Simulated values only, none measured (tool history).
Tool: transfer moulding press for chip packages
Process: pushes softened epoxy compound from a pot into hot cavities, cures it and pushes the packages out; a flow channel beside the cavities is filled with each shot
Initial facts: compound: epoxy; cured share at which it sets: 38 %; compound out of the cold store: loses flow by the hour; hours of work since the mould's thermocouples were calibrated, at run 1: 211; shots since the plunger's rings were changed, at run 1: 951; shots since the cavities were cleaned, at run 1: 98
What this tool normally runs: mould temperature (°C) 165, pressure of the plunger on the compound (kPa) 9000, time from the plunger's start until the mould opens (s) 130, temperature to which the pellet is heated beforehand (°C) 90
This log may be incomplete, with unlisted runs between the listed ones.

run	day	mould temperature (°C)	pressure of the plunger on the compound (kPa)	time from the plunger's start until the mould opens (s)	temperature to which the pellet is heated beforehand (°C)	hours of work since the mould's thermocouples were calibrated	shots since the plunger's rings were changed	shots since the cavities were cleaned	incoming compound's hours out of the cold store	length that the compound runs in the flow channel (mm)	greatest force on the pins that push the packages out (N)
1	0.000	165	9000	130	90	211	951	98	27.1	751	285
2	0.538	165	9000	130	90	217	1028	175	18.6	776	318
3	1.125	165	8410	130	90	224	1114	261	10.1	772	311
4	1.842	165	9000	130	90	231	1218	365	14.4	784	337
5	2.200	165	9000	130	90	235	1270	417	43.5	707	340
6	2.612	165	9000	130	90	240	1329	476	37.0	721	354
7	3.117	165	9000	112	90	245	1403	550	27.2	745	421
8	3.671	165	9000	112	90	251	1483	630	33.6	726	445
# day 4.125: cavities cleaned with cleaning compound and waxed
9	4.517	165	9000	112	90	259	1596	56	31.6	733	327
10	5.133	165	9000	112	90	266	1686	146	11.9	787	358
11	5.704	165	9000	123	90	272	1769	229	8.8	794	335
12	6.238	165	8810	123	90	278	1846	306	8.3	793	363
13	6.796	165	8810	123	90	284	1927	387	41.8	697	357
14	7.250	165	8810	123	90	289	1993	453	26.7	735	364
15	7.650	165	8810	123	90	293	2051	511	14.3	772	375
16	8.429	165	10100	147	87	302	2164	624	36.9	759	347
# day 8.946: cavities cleaned with cleaning compound and waxed
17	9.192	165	8160	147	97	309	2266	36	39.4	670	266
18	9.588	169	9890	130	81	313	2323	93	34.7	746	271
19	10.304	169	10390	128	81	321	2427	197	11.2	830	298
20	10.692	169	10390	128	81	325	2483	253	22.3	799	308
21	11.262	169	10390	128	81	331	2566	336	40.4	747	311
22	11.625	169	10390	128	81	335	2618	388	36.7	759	325
23	12.412	172	8010	147	81	344	2732	502	29.2	676	332
24	12.783	172	9820	150	81	348	2786	556	42.7	716	340
25	13.275	158	10610	122	90	353	2858	628	9.2	873	590
# day 13.762: cavities cleaned with cleaning compound and waxed
26	13.942	158	10610	122	90	360	2945	26	35.3	793	404
27	14.433	165	9000	140	90	365	3016	97	35.5	715	281
28	15.171	161	10230	121	89	373	3124	205	24.7	796	408
29	15.779	165	9250	139	90	379	3212	293	8.7	795	338

Subtracting, for every run, the result it would have given without the tool's unlogged condition from the measured result gives the following. The same run-to-run variation enters both numbers; the gauge's scatter may not:
What the log doesn't record here: true mould temperature over the reading, C; pressure that reaches the compound, % of what is set; grip of the stained cavities, % over clean ones'; drift of the gauge itself on flow_mm, %; drift of the gauge itself on push_out_n, %.
run	length that the compound runs in the flow channel (mm)	greatest force on the pins that push the packages out (N)
1	-9	+16
2	-10	+34
3	-11	+49
4	-12	+67
5	-11	+77
6	-12	+84
7	-13	+101
8	-13	+116
9	-14	+5
10	-16	+30
11	-16	+47
12	-17	+65
13	-15	+75
14	-17	+85
15	-18	+90
16	-19	+99
17	-17	+13
18	-20	+24
19	-23	+46
20	-22	+55
21	-22	+67
22	-22	+75
23	-20	+90
24	-22	+95
25	-28	+146
26	-27	-10
27	-24	+25
28	-28	+47
29	-29	+64
